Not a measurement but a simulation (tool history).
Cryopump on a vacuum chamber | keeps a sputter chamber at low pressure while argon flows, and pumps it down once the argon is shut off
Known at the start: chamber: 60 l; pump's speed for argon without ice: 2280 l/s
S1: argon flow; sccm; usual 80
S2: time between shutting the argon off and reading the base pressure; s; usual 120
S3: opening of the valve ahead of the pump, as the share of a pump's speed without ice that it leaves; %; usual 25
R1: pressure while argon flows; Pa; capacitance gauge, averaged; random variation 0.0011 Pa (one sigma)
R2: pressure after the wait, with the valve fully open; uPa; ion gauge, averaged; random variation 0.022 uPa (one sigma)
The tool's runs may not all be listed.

run     day   S1   S2  S3      R1    R2
  1       0   80  120  25  0.2473  1.83
  2   0.642   80  120  25  0.2444  1.76
  3   1.338   80  120  25  0.2459  1.81
  4     2.7   80  120  25  0.2468  1.85
  5   3.892   80  120  25  0.2469   1.8
  6   4.904   80  120  25  0.2486  1.86
  7    5.95   80  120  25  0.2474  1.93
      6.433  -- pump warmed up, emptied and cooled again
  8   7.092   80  120  25  0.2387  1.68
  9   8.158   80  120  25  0.2389  1.77
 10   9.621   80   57  25  0.2392  2.37
 11  10.733   80   57  25  0.2406  2.35
 12  11.617   80   57  25  0.2395  2.42
 13  12.908   80   57  20   0.299  2.36
 14  13.883   80   57  20  0.2998   2.4
 15  14.592   80   21  20  0.3015  4.44
 16  15.808   80   21  20  0.3045   4.4
 17  16.608   80   21  20  0.2991   4.5
 18  17.662  140  132  25  0.4278  1.84
 19  18.975   50  117  37  0.1057  1.97
 20  19.975   50  117  37  0.1061  1.95
 21  20.646   59  117  37  0.1253  1.89
 22  21.729   57   30  45  0.1003  3.62
 23  22.842   57   30  45  0.1008  3.66
 24  23.779   57   30  45  0.1018  3.62
 25  24.829   36  233  28  0.0997  1.77
 26  25.962  130  113  36  0.2879  2.06
     26.708  -- pump warmed up, emptied and cooled again
 27  27.029  130  113  29  0.3351  1.79
 28  27.862  103  120  47  0.1641  1.81
 29  29.133   51   86  24  0.1576  2.03
 30  30.217   51   86  24  0.1603  2.07
 31  30.825   63   94  24  0.1979  2.07
 32  31.483   84  135  25   0.252  1.83
 33  32.171   56  167  41  0.1033  1.73
 34  32.975   56  167  41  0.1047  1.77

Forecast each of these 4 alternatives for the next run:
  A  34.308  55  120  17   ?   ?
  B  34.308  42  121  38   ?   ?
  C  34.308  43   34  41   ?   ?
  D  34.308  84  120  49   ?   ?

run      R1    R2
  A  0.2422  1.95
  B   0.086  1.97
  C  0.0805   3.3
  D  0.1318  1.92
Without the tool's hidden state the same runs would have given:
run      R1    R2
  A  0.2387  0.68
  B  0.0833  0.69
  C  0.0778  2.04
  D  0.1265  0.67

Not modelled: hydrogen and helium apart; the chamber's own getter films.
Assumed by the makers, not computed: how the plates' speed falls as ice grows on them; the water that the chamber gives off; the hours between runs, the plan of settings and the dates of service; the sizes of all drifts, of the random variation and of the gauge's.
